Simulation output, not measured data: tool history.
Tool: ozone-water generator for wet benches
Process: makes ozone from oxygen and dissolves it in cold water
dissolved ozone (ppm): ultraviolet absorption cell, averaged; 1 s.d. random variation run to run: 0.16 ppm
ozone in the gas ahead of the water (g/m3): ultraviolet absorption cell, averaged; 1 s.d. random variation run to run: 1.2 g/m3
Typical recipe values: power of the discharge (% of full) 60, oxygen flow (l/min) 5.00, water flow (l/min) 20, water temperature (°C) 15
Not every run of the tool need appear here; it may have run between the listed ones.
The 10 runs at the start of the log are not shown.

run,hour,power of the discharge (% of full),oxygen flow (l/min),water flow (l/min),water temperature (°C),hours of work since the electrodes were changed,hours of work since the contactor was cleaned,hours of work since the thermometer was calibrated,dissolved ozone (ppm),ozone in the gas ahead of the water (g/m3)
11,340.1,60,6.25,20,15,1987,6003,643,21.4,198.0
12,383.5,65,5.00,20,15,2022,6038,678,21.4,230.3
13,430.1,60,5.00,20,15,2059,6075,715,20.6,218.4
14,458.8,60,5.00,20,21,2082,6098,738,19.1,217.9
15,489.4,60,5.00,20,21,2106,6122,762,19.0,217.9
# hour 530.5: gauge calibrated
16,535.6,60,5.00,20,21,2143,6159,799,19.0,222.8
17,559.6,60,5.00,20,21,2162,6178,818,19.0,220.8
18,599.9,60,7.76,17,21,2194,6211,850,21.7,184.2
19,625.2,60,7.76,17,21,2214,6231,871,21.9,184.8
20,657.8,60,7.76,17,21,2240,6257,897,21.8,182.3
21,685.7,60,6.84,22,15,2263,6279,919,19.3,192.2
22,725.5,60,3.34,20,15,2294,6311,951,19.3,263.6
23,765.4,48,3.60,19,16,2326,6342,982,17.9,223.9
24,799.9,48,3.60,19,16,2354,6370,1010,17.7,223.3
25,841.2,96,8.76,31,21,2386,6403,1043,17.6,223.7
26,874.9,96,8.76,31,21,2413,6430,1070,17.7,224.2
27,915.6,96,8.76,31,21,2446,6462,1102,17.7,225.2
28,955.3,60,2.96,20,15,2477,6494,1134,18.2,275.5
29,1005.7,60,2.96,20,15,2518,6534,1174,18.6,274.1
30,1045.0,60,2.96,20,9,2549,6565,1205,19.5,272.9
31,1069.7,60,2.96,20,9,2569,6585,1225,19.5,272.8
32,1116.9,60,4.49,20,15,2606,6623,1263,20.4,227.0
33,1157.5,60,4.49,20,15,2639,6655,1295,20.1,225.8
34,1211.5,58,5.00,20,15,2682,6698,1338,20.2,210.2

Forecast each of these 3 alternatives for the next run:
A,1233.9,58,2.53,20,18,2700,6716,1356,?,?
B,1233.9,58,3.66,28,15,2700,6716,1356,?,?
C,1233.9,41,5.00,20,9,2700,6716,1356,?,?

run,dissolved ozone (ppm),ozone in the gas ahead of the water (g/m3)
A,17.1,283.7
B,13.1,240.2
C,17.9,172.4
Without the tool's unlogged condition, the same runs would have read:
run,dissolved ozone (ppm),ozone in the gas ahead of the water (g/m3)
A,17.1,295.4
B,13.1,250.2
C,17.9,179.5

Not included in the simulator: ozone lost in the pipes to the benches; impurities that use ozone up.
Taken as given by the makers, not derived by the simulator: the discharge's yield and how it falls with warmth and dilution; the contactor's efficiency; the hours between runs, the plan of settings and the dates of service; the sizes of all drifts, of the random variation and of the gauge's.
